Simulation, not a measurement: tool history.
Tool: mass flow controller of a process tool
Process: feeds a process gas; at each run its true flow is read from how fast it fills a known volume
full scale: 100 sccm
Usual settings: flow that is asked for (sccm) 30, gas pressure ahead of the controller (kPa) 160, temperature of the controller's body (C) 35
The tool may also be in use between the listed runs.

run,hour,flow that is asked for (sccm),gas pressure ahead of the controller (kPa),temperature of the controller's body (C),true flow (%)
1,0.0,30,160,35,97.00
2,62.9,30,160,35,96.96
3,121.8,30,160,35,96.82
4,175.5,30,160,32,97.03
5,234.4,17,160,35,96.35
6,278.8,91,160,35,98.03
7,329.2,30,160,35,96.37
8,398.2,30,160,35,96.41
9,478.4,30,160,35,96.18
10,521.2,30,160,35,96.11
11,562.4,30,160,35,96.02
12,616.2,30,160,35,96.03
13,710.2,30,160,35,95.80
14,785.5,30,193,35,95.82
15,837.8,30,160,22,96.85
16,891.8,30,160,22,96.79
17,985.6,30,160,22,96.62
18,1071.8,69,160,35,96.03
19,1127.5,30,160,35,95.15
20,1174.1,30,160,35,94.99
21,1241.7,30,160,35,94.81
22,1323.8,30,160,35,94.66
23,1377.4,30,160,21,96.07
24,1443.1,30,160,21,95.97
25,1508.4,30,165,23,95.78
# hour 1553.8: gauge calibrated
26,1600.5,30,160,26,97.80
27,1687.4,20,160,26,97.50
28,1751.0,55,160,26,98.18
29,1799.7,55,160,26,98.16
30,1886.1,30,155,33,96.56
31,1941.9,30,160,33,96.49
32,2027.1,30,160,33,96.38
33,2119.2,20,180,32,96.26
34,2212.0,20,180,32,96.11
35,2305.0,20,247,32,96.28
36,2392.3,20,247,32,95.99
37,2448.5,32,160,24,96.63
38,2505.1,32,160,24,96.55
39,2549.6,12,160,33,94.95
40,2628.3,28,160,32,95.45
41,2707.6,28,237,32,95.72
42,2784.3,28,217,32,95.36
43,2873.0,28,217,32,95.36
44,2939.3,13,269,32,95.15
45,2986.1,24,227,37,94.57
46,3063.2,30,160,38,94.01
47,3138.5,11,141,32,93.91

Forecast each of these 4 alternatives for the next run:
A,3208.4,30,182,40,?
B,3208.4,11,141,22,?
C,3208.4,17,141,24,?
D,3208.4,10,263,21,?

run,true flow (%)
A,93.76
B,95.01
C,94.89
D,95.60
Without the tool's hidden state the same runs would have given:
run,true flow (%)
A,96.58
B,97.88
C,97.74
D,98.49
